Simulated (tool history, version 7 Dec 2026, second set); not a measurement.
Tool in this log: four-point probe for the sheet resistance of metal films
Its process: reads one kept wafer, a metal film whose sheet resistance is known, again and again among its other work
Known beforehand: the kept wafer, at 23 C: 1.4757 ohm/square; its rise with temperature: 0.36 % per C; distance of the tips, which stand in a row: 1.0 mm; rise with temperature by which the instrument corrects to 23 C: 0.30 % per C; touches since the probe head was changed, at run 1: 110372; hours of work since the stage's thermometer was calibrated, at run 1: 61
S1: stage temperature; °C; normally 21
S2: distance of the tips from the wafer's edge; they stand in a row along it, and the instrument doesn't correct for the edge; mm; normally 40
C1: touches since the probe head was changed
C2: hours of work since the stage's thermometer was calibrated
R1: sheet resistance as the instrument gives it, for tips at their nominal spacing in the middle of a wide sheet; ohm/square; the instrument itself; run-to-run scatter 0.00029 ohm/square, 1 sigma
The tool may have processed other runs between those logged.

{"run": 1, "hour": 0.0, "S1": 21, "S2": 40, "C1": 110372, "C2": 61, "R1": 1.455035}
{"run": 2, "hour": 60.1, "S1": 21, "S2": 40, "C1": 111957, "C2": 92, "R1": 1.455194}
{"run": 3, "hour": 145.3, "S1": 21, "S2": 40, "C1": 114204, "C2": 138, "R1": 1.454228}
{"run": 4, "hour": 210.2, "S1": 21, "S2": 40, "C1": 115916, "C2": 172, "R1": 1.454811}
{"run": 5, "hour": 328.9, "S1": 21, "S2": 40, "C1": 119048, "C2": 235, "R1": 1.454828}
{"run": 6, "hour": 457.0, "S1": 21, "S2": 40, "C1": 122426, "C2": 303, "R1": 1.454165}
{"run": 7, "hour": 526.3, "S1": 21, "S2": 40, "C1": 124253, "C2": 340, "R1": 1.454239}
{"run": 8, "hour": 584.9, "S1": 33, "S2": 74, "C1": 125799, "C2": 371, "R1": 1.465468}
{"run": 9, "hour": 639.1, "S1": 19, "S2": 5, "C1": 127229, "C2": 399, "R1": 1.48221}
{"run": 10, "hour": 722.3, "S1": 20, "S2": 20, "C1": 129424, "C2": 443, "R1": 1.453941}
{"run": 11, "hour": 816.4, "S1": 20, "S2": 66, "C1": 131904, "C2": 493, "R1": 1.451931}
{"run": 12, "hour": 924.1, "S1": 20, "S2": 66, "C1": 134747, "C2": 550, "R1": 1.452289}
{"run": 13, "hour": 977.4, "S1": 26, "S2": 4, "C1": 136151, "C2": 579, "R1": 1.505163}

Predict each of these 5 candidate next runs independently; none follows another, all start after run 13:
{"run": "A", "hour": 1081.8, "S1": 18, "S2": 15, "C1": 138905, "C2": 634, "R1": "?"}
{"run": "B", "hour": 1081.8, "S1": 21, "S2": 10, "C1": 138905, "C2": 634, "R1": "?"}
{"run": "C", "hour": 1081.8, "S1": 19, "S2": 53, "C1": 138905, "C2": 634, "R1": "?"}
{"run": "D", "hour": 1081.8, "S1": 28, "S2": 40, "C1": 138905, "C2": 634, "R1": "?"}
{"run": "E", "hour": 1081.8, "S1": 22, "S2": 10, "C1": 138905, "C2": 634, "R1": "?"}

run=A R1=1.453607
run=B R1=1.459659
run=C R1=1.451174
run=D R1=1.459859
run=E R1=1.461349
Had the tool no hidden state, the same runs would have come out as:
run=A R1=1.474611
run=B R1=1.48076
run=C R1=1.472151
run=D R1=1.481006
run=E R1=1.482479

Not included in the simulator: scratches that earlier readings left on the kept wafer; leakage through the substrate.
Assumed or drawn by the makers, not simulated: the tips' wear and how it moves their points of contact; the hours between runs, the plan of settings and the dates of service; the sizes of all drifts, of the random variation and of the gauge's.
